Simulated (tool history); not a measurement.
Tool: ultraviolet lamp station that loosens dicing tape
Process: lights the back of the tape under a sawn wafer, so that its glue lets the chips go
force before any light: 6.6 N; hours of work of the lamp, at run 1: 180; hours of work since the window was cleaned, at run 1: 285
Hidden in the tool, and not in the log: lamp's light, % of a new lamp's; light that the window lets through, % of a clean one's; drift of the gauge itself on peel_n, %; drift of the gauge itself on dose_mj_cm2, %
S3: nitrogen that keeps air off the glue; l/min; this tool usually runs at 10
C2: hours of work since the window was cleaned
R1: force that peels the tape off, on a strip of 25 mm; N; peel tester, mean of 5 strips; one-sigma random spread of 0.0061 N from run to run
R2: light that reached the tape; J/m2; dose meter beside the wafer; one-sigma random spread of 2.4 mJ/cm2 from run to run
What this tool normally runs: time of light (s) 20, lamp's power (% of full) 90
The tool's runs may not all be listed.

Run 1, hour 0: usual settings; hours of work of the lamp 180; C2 285. Result: R1 0.223 N, R2 2250 J/m2.
Run 2, hour 28.6: usual settings; hours of work of the lamp 198; C2 303. Result: R1 0.243 N, R2 2240 J/m2.
Run 3, hour 55.8: usual settings; hours of work of the lamp 215; C2 320. Result: R1 0.242 N, R2 2180 J/m2.
Run 4, hour 86.9: usual settings; hours of work of the lamp 234; C2 339. Result: R1 0.256 N, R2 2150 J/m2.
Run 5, hour 113.7: usual settings; hours of work of the lamp 251; C2 356. Result: R1 0.263 N, R2 2150 J/m2.
Run 6, hour 135.8: usual settings; hours of work of the lamp 265; C2 370. Result: R1 0.256 N, R2 2080 J/m2.

The next listed run, before its measurement:
Run 7, hour 164.5: usual settings but S3 18 l/min; hours of work of the lamp 283; C2 388. Result: R1 ?, R2 ?.

Run 7 yielded R1 0.207 N, R2 2090 J/m2.
The same run, on a tool lacking any hidden state, would have yielded R1 0.155 N, R2 2690 J/m2.
